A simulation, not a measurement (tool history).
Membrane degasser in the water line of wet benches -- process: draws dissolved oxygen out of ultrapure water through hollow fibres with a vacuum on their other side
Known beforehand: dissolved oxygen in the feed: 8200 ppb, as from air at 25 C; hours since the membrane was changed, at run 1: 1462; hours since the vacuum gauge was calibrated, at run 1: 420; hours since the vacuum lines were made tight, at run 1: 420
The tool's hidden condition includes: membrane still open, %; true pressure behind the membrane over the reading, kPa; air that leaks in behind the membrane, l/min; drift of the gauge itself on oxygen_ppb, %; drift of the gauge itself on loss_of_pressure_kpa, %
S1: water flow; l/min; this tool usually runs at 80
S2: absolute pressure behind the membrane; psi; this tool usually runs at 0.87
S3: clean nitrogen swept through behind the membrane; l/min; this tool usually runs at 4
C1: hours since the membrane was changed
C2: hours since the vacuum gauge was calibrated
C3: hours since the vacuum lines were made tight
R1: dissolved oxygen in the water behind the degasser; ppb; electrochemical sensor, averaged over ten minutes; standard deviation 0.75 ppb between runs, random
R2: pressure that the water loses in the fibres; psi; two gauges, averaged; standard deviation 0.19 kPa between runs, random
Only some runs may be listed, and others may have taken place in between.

| run | hour | S1 | S2 | S3 | C1 | C2 | C3 | R1 | R2 |
|---|---|---|---|---|---|---|---|---|---|
| 1 | 0 | 80 | 0.87 | 4 | 1462 | 420 | 420 | 128.9 | 8.589 |
| 2 | 325.4 | 80 | 0.87 | 4 | 1787 | 745 | 745 | 128.9 | 8.596 |
| 3 | 539.6 | 80 | 0.87 | 4 | 2002 | 959 | 959 | 128.8 | 8.683 |
| 4 | 845.6 | 80 | 0.87 | 4 | 2308 | 1266 | 1266 | 129.1 | 8.705 |
| 5 | 1104.2 | 80 | 0.87 | 7.89 | 2566 | 1524 | 1524 | 72.3 | 8.631 |
| 6 | 1352.4 | 80 | 0.87 | 4 | 2814 | 1772 | 1772 | 130.9 | 8.679 |
| 7 | 1639.1 | 80 | 0.87 | 4 | 3101 | 2059 | 2059 | 132.8 | 8.646 |
| 8 | 1949.4 | 80 | 0.87 | 4 | 3412 | 2369 | 2369 | 131.8 | 8.663 |
| 9 | 2262.7 | 80 | 0.87 | 4 | 3725 | 2683 | 2683 | 133.9 | 8.712 |
| 10 | 2617.4 | 80 | 0.87 | 5.46 | 4080 | 3037 | 3037 | 103 | 8.747 |
| 11 | 2932.7 | 77 | 1.872 | 5.46 | 4395 | 3353 | 3353 | 314.9 | 8.466 |
| 12 | 3267.8 | 77 | 1.134 | 2.53 | 4730 | 3688 | 3688 | 302.8 | 8.44 |
| 13 | 3561.7 | 77 | 1.134 | 2.53 | 5024 | 3982 | 3982 | 303.5 | 8.531 |
| 14 | 3815.8 | 87 | 0.799 | 8.57 | 5278 | 4236 | 4236 | 69 | 9.607 |
| 15 | 4166.9 | 54 | 1.041 | 4 | 5629 | 4587 | 4587 | 131.2 | 5.951 |
| 16 | 4472.6 | 54 | 1.443 | 8.57 | 5935 | 4893 | 4893 | 106.7 | 6.006 |
| 17 | 4669.5 | 54 | 1.443 | 8.57 | 6132 | 5089 | 5089 | 107.4 | 5.981 |
| 18 | 4836.6 | 82 | 1.752 | 4.97 | 6299 | 5256 | 5256 | 337.2 | 9.085 |
| 19 | 5116.8 | 82 | 1.752 | 4.97 | 6579 | 5537 | 5537 | 341.4 | 9.098 |
| 20 | 5435.7 | 82 | 1.752 | 4.97 | 6898 | 5856 | 5856 | 336.4 | 9.113 |

4 ways to go on from here, each from the tool as it stands after run 20. What would each give?
| A | 5738.5 | 69 | 1.276 | 3.35 | 7201 | 6158 | 6158 | ? | ? |
| B | 5738.5 | 85 | 0.648 | 4.97 | 7201 | 6158 | 6158 | ? | ? |
| C | 5738.5 | 104 | 1.318 | 4.97 | 7201 | 6158 | 6158 | ? | ? |
| D | 5738.5 | 98 | 1.752 | 5.26 | 7201 | 6158 | 6158 | ? | ? |

| run | R1 | R2 |
|---|---|---|
| A | 267.3 | 7.661 |
| B | 69.5 | 9.484 |
| C | 299.5 | 11.548 |
| D | 386.1 | 10.972 |
Stripped of hidden state, with their random variation kept, the same runs would have yielded:
| run | R1 | R2 |
|---|---|---|
| A | 250.6 | 7.324 |
| B | 54.2 | 9.069 |
| C | 279.2 | 11.043 |
| D | 367.9 | 10.493 |
